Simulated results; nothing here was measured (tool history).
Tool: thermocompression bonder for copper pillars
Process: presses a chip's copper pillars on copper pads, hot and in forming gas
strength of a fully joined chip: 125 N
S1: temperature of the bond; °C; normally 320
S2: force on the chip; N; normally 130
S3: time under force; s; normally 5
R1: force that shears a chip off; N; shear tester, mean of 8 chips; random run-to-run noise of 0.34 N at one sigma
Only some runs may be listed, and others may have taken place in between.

run,day,S1,S2,S3,R1
1,0,320,130,5,42.1
2,2.133,327,130,5,45.4
3,3.829,341,130,5,52.3
4,6.217,309,130,5,39.8
5,8.033,309,130,5,39.9
6,10.396,309,130,5,39.7
7,12.008,347,130,5,59.1
8,13.458,320,130,5,43.7
9,15.638,320,130,5,44.7
10,17.054,320,130,5,44.7
11,18.758,320,130,5,44.7
12,21.217,320,130,5,44.2
13,22.25,320,130,5,44
14,23.633,320,130,5,44
15,25.158,320,130,5,43.6
16,26.888,311,130,5,39.6
17,28.892,311,130,5,39.4
18,31.162,346,84,12,67.2
19,33.312,320,109,9,53.7
20,35.229,320,109,9,54
21,36.946,290,161,4,30.2
22,38.983,293,182,5,36.8
23,40.692,318,175,5,48.9
24,42.725,308,148,4,36.3
25,44.196,320,130,3,34.4
26,45.858,320,130,3,34.1
27,47.492,320,117,5,39.8
28,49.75,320,124,5,41
29,50.908,320,92,5,34.7

Withheld: 3 entries from between the runs. Position of each, and hidden state at the listed run before versus the listed run after:
Between runs 3 and 4: forming gas filter changed (day 3.988)
  true temperature of the bond over the reading, C: 0.6 -> 1.1; force that reaches the chip, % of what is set: 97.7 -> 97.4; oxide that the forming gas leaves, % of the face: 8.59 -> 1.18
  difference, measured minus the result without the unlogged condition, R1: -4.9 -> -0.4 N
Between runs 17 and 18: forming gas filter changed (day 30.875)
  true temperature of the bond over the reading, C: 5.2 -> 5.6; force that reaches the chip, % of what is set: 94.3 -> 94; oxide that the forming gas leaves, % of the face: 7.26 -> 0.63
  difference, measured minus the result without the unlogged condition, R1: -1.6 -> +1.2 N
Between runs 20 and 21: heater calibrated with a thermocouple chip (day 36.946)
  true temperature of the bond over the reading, C: 6.3 -> -0.9; force that reaches the chip, % of what is set: 93.4 -> 93.2; oxide that the forming gas leaves, % of the face: 1.69 -> 2.09
  difference, measured minus the result without the unlogged condition, R1: +1.1 -> -2.2 N

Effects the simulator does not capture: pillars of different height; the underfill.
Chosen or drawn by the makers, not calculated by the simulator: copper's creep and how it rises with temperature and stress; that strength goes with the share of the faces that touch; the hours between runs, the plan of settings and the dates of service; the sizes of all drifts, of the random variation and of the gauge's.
